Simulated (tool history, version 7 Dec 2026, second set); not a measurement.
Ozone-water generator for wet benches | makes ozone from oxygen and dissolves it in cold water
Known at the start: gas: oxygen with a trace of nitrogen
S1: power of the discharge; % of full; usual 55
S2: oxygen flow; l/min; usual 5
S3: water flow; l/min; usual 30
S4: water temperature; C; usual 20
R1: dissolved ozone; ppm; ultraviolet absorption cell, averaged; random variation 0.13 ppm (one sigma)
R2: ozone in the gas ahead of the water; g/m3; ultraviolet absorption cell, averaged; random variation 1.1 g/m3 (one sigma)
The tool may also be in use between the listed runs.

Run 1, hour 0: usual settings. Result: R1 13.4 ppm, R2 188.9 g/m3.
Run 2, hour 28.6: usual settings. Result: R1 13.6 ppm, R2 188.7 g/m3.
Run 3, hour 75.2: usual settings. Result: R1 13.8 ppm, R2 189.2 g/m3.
Run 4, hour 103.7: usual settings but S2 5.28 l/min. Result: R1 13.8 ppm, R2 182.7 g/m3.
Run 5, hour 135.8: usual settings but S2 6.74 l/min. Result: R1 14.5 ppm, R2 162.2 g/m3.
Run 6, hour 182.3: usual settings but S2 6.74 l/min. Result: R1 14.2 ppm, R2 161.3 g/m3.
Run 7, hour 246.7: usual settings. Result: R1 13.7 ppm, R2 187.2 g/m3.
Run 8, hour 282.7: usual settings but S2 8.18 l/min. Result: R1 14.5 ppm, R2 145.5 g/m3.
Run 9, hour 347.6: usual settings but S2 8.18 l/min. Result: R1 14.2 ppm, R2 146.7 g/m3.
Run 10, hour 417.4: usual settings but S2 8.18 l/min. Result: R1 14.2 ppm, R2 144.9 g/m3.
Run 11, hour 470.5: usual settings but S2 8.18 l/min. Result: R1 14.2 ppm, R2 145.5 g/m3.
Run 12, hour 504: usual settings but S2 3.36 l/min. Result: R1 12.7 ppm, R2 229.2 g/m3.
Run 13, hour 567: usual settings but S2 3.36 l/min. Result: R1 12.9 ppm, R2 229 g/m3.
Run 14, hour 632.7: usual settings but S2 3.36 l/min, S3 37 l/min. Result: R1 10.4 ppm, R2 227.6 g/m3.
Run 15, hour 699: usual settings but S2 3.36 l/min, S3 37 l/min. Result: R1 10.5 ppm, R2 227.6 g/m3.
Run 16, hour 731.3: usual settings but S2 3.36 l/min, S3 37 l/min. Result: R1 10.3 ppm, R2 231.9 g/m3.
Run 17, hour 780.8: usual settings but S2 3.36 l/min, S3 37 l/min. Result: R1 10.4 ppm, R2 228.4 g/m3.
Run 18, hour 816.2: usual settings but S2 3.36 l/min, S3 37 l/min. Result: R1 10.5 ppm, R2 229.4 g/m3.
Run 19, hour 885.6: usual settings but S3 47 l/min. Result: R1 9.4 ppm, R2 187.8 g/m3.
Run 20, hour 923.5: usual settings but S1 96 % of full, S4 23 C. Result: R1 20.8 ppm, R2 295.3 g/m3.
Run 21, hour 952.8: usual settings but S3 36 l/min. Result: R1 11.6 ppm, R2 187.4 g/m3.
Run 22, hour 1020.8: usual settings but S3 36 l/min. Result: R1 11.9 ppm, R2 187.2 g/m3.
Run 23, hour 1068.9: usual settings but S3 36 l/min, S4 25 C. Result: R1 11.2 ppm, R2 187.2 g/m3.
Run 24, hour 1117.5: usual settings but S1 94 % of full, S2 2.73 l/min, S4 15 C. Result: R1 19.5 ppm, R2 397.9 g/m3.
Run 25, hour 1166.9: usual settings but S4 13 C. Result: R1 14.8 ppm, R2 187.1 g/m3.
Run 26, hour 1209.2: usual settings but S2 8.32 l/min, S3 41 l/min, S4 13 C. Result: R1 12.3 ppm, R2 145.8 g/m3.
Run 27, hour 1267.8: usual settings but S1 63 % of full, S2 7.93 l/min, S3 23 l/min, S4 23 C. Result: R1 18.2 ppm, R2 165.4 g/m3.
Run 28, hour 1307.5: usual settings but S1 63 % of full, S2 7.93 l/min, S3 23 l/min, S4 23 C. Result: R1 18.1 ppm, R2 164.8 g/m3.
Run 29, hour 1372.3: usual settings but S1 65 % of full, S2 4.91 l/min, S3 40 l/min, S4 14 C. Result: R1 12.8 ppm, R2 216.5 g/m3.
Run 30, hour 1434.8: usual settings but S1 65 % of full, S2 4.91 l/min, S3 40 l/min, S4 14 C. Result: R1 12.7 ppm, R2 218.1 g/m3.
Run 31, hour 1475.8: usual settings but S1 65 % of full, S2 4.95 l/min, S3 32 l/min, S4 14 C. Result: R1 15.6 ppm, R2 213.8 g/m3.
Run 32, hour 1528.7: usual settings but S1 45 % of full, S3 22 l/min. Result: R1 14.9 ppm, R2 158.9 g/m3.
Run 33, hour 1588: usual settings but S1 45 % of full, S3 22 l/min. Result: R1 14.9 ppm, R2 159.7 g/m3.

Not shown: 1 entry that the log had between the listed runs. Between which runs, and how does the tool's hidden state differ before and after?
Between runs 18 and 19: water thermometer calibrated (hour 866.6)
  no hidden state differs between the two runs
